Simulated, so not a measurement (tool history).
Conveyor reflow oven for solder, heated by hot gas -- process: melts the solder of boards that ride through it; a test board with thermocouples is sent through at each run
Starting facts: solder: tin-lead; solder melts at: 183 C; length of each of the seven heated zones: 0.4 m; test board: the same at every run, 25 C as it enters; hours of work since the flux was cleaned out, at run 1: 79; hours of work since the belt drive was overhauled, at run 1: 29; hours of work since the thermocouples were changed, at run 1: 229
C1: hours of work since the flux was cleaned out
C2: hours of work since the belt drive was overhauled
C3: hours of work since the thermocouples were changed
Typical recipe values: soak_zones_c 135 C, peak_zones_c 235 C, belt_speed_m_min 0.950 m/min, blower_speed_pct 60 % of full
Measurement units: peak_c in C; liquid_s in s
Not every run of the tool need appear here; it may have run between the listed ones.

run 1 hour=0.0 | soak_zones_c=135 peak_zones_c=235 belt_speed_m_min=0.950 blower_speed_pct=60 | C1=79 C2=29 C3=229 | peak_c=212.37 liquid_s=33.60
run 2 hour=10.9 | soak_zones_c=135 peak_zones_c=235 belt_speed_m_min=0.950 blower_speed_pct=60 | C1=86 C2=37 C3=236 | peak_c=212.37 liquid_s=33.56
run 3 hour=21.2 | soak_zones_c=135 peak_zones_c=235 belt_speed_m_min=0.950 blower_speed_pct=60 | C1=93 C2=44 C3=243 | peak_c=212.19 liquid_s=33.58
run 4 hour=28.3 | soak_zones_c=135 peak_zones_c=235 belt_speed_m_min=0.950 blower_speed_pct=60 | C1=98 C2=48 C3=248 | peak_c=212.27 liquid_s=33.50
run 5 hour=33.5 | soak_zones_c=135 peak_zones_c=235 belt_speed_m_min=0.950 blower_speed_pct=60 | C1=102 C2=52 C3=252 | peak_c=212.05 liquid_s=33.48
run 6 hour=40.6 | soak_zones_c=135 peak_zones_c=235 belt_speed_m_min=0.950 blower_speed_pct=60 | C1=107 C2=57 C3=256 | peak_c=211.97 liquid_s=33.44
run 7 hour=46.7 | soak_zones_c=149 peak_zones_c=235 belt_speed_m_min=0.950 blower_speed_pct=60 | C1=111 C2=61 C3=261 | peak_c=215.41 liquid_s=39.04
run 8 hour=55.2 | soak_zones_c=149 peak_zones_c=235 belt_speed_m_min=0.950 blower_speed_pct=60 | C1=117 C2=67 C3=267 | peak_c=215.30 liquid_s=39.03
run 9 hour=59.9 | soak_zones_c=135 peak_zones_c=248 belt_speed_m_min=0.950 blower_speed_pct=60 | C1=120 C2=70 C3=270 | peak_c=222.84 liquid_s=39.27
run 10 hour=65.7 | soak_zones_c=135 peak_zones_c=248 belt_speed_m_min=0.950 blower_speed_pct=60 | C1=124 C2=74 C3=274 | peak_c=222.84 liquid_s=39.31
run 11 hour=74.5 | soak_zones_c=135 peak_zones_c=235 belt_speed_m_min=0.984 blower_speed_pct=60 | C1=130 C2=80 C3=280 | peak_c=210.66 liquid_s=31.18
run 12 hour=85.2 | soak_zones_c=123 peak_zones_c=235 belt_speed_m_min=0.950 blower_speed_pct=60 | C1=138 C2=88 C3=287 | peak_c=209.16 liquid_s=28.98
run 13 hour=94.4 | soak_zones_c=135 peak_zones_c=235 belt_speed_m_min=0.950 blower_speed_pct=60 | C1=144 C2=94 C3=293 | peak_c=211.98 liquid_s=33.39
run 14 hour=103.2 | soak_zones_c=135 peak_zones_c=235 belt_speed_m_min=0.950 blower_speed_pct=60 | C1=150 C2=100 C3=300 | peak_c=212.04 liquid_s=33.30
run 15 hour=107.6 | soak_zones_c=135 peak_zones_c=235 belt_speed_m_min=0.950 blower_speed_pct=60 | C1=153 C2=103 C3=303 | peak_c=211.95 liquid_s=33.39
run 16 hour=112.4 | soak_zones_c=122 peak_zones_c=233 belt_speed_m_min=1.034 blower_speed_pct=60 | C1=156 C2=106 C3=306 | peak_c=203.43 liquid_s=22.19
run 17 hour=120.3 | soak_zones_c=124 peak_zones_c=234 belt_speed_m_min=0.950 blower_speed_pct=60 | C1=162 C2=112 C3=311 | peak_c=208.47 liquid_s=28.70
run 18 hour=126.6 | soak_zones_c=124 peak_zones_c=234 belt_speed_m_min=0.950 blower_speed_pct=60 | C1=166 C2=116 C3=316 | peak_c=208.42 liquid_s=28.72
run 19 hour=131.9 | soak_zones_c=135 peak_zones_c=235 belt_speed_m_min=0.893 blower_speed_pct=60 | C1=170 C2=120 C3=319 | peak_c=214.18 liquid_s=37.29
run 20 hour=142.7 | soak_zones_c=136 peak_zones_c=235 belt_speed_m_min=0.950 blower_speed_pct=60 | C1=177 C2=127 C3=327 | peak_c=211.90 liquid_s=33.65
run 21 hour=150.4 | soak_zones_c=142 peak_zones_c=248 belt_speed_m_min=1.093 blower_speed_pct=64 | C1=182 C2=132 C3=332 | peak_c=219.31 liquid_s=33.84
run 22 hour=158.5 | soak_zones_c=135 peak_zones_c=231 belt_speed_m_min=1.004 blower_speed_pct=60 | C1=188 C2=138 C3=338 | peak_c=206.40 liquid_s=27.54
run 23 hour=163.0 | soak_zones_c=123 peak_zones_c=235 belt_speed_m_min=0.950 blower_speed_pct=68 | C1=191 C2=141 C3=341 | peak_c=211.43 liquid_s=30.85
run 24 hour=172.1 | soak_zones_c=123 peak_zones_c=235 belt_speed_m_min=0.950 blower_speed_pct=68 | C1=197 C2=147 C3=347 | peak_c=211.40 liquid_s=30.79
run 25 hour=182.9 | soak_zones_c=125 peak_zones_c=235 belt_speed_m_min=0.950 blower_speed_pct=68 | C1=205 C2=155 C3=354 | peak_c=211.82 liquid_s=31.46
run 26 hour=193.6 | soak_zones_c=125 peak_zones_c=228 belt_speed_m_min=0.950 blower_speed_pct=70 | C1=212 C2=162 C3=362 | peak_c=206.34 liquid_s=27.95
run 27 hour=198.8 | soak_zones_c=125 peak_zones_c=235 belt_speed_m_min=0.950 blower_speed_pct=62 | C1=216 C2=166 C3=365 | peak_c=209.86 liquid_s=29.96
run 28 hour=208.5 | soak_zones_c=141 peak_zones_c=242 belt_speed_m_min=0.951 blower_speed_pct=76 | C1=222 C2=172 C3=372 | peak_c=222.81 liquid_s=41.09
run 29 hour=214.4 | soak_zones_c=141 peak_zones_c=242 belt_speed_m_min=0.951 blower_speed_pct=76 | C1=226 C2=176 C3=376 | peak_c=222.82 liquid_s=41.14
run 30 hour=223.8 | soak_zones_c=140 peak_zones_c=245 belt_speed_m_min=0.951 blower_speed_pct=72 | C1=233 C2=183 C3=382 | peak_c=224.34 liquid_s=41.35

Each row is a separate what-if for the run after 30, all from the same tool condition, not one after another. Results?
run A hour=231.2 | soak_zones_c=149 peak_zones_c=235 belt_speed_m_min=0.925 blower_speed_pct=52 | C1=238 C2=188 C3=388 | peak_c=? liquid_s=?
run B hour=231.2 | soak_zones_c=140 peak_zones_c=228 belt_speed_m_min=0.878 blower_speed_pct=51 | C1=238 C2=188 C3=388 | peak_c=? liquid_s=?
run C hour=231.2 | soak_zones_c=140 peak_zones_c=243 belt_speed_m_min=0.951 blower_speed_pct=72 | C1=238 C2=188 C3=388 | peak_c=? liquid_s=?

run=A peak_c=213.33 liquid_s=38.73
run=B peak_c=207.07 liquid_s=33.89
run=C peak_c=222.51 liquid_s=40.66
Without the tool's hidden state the same runs would have given:
run=A peak_c=213.99 liquid_s=39.10
run=B peak_c=207.68 liquid_s=34.41
run=C peak_c=223.62 liquid_s=41.04
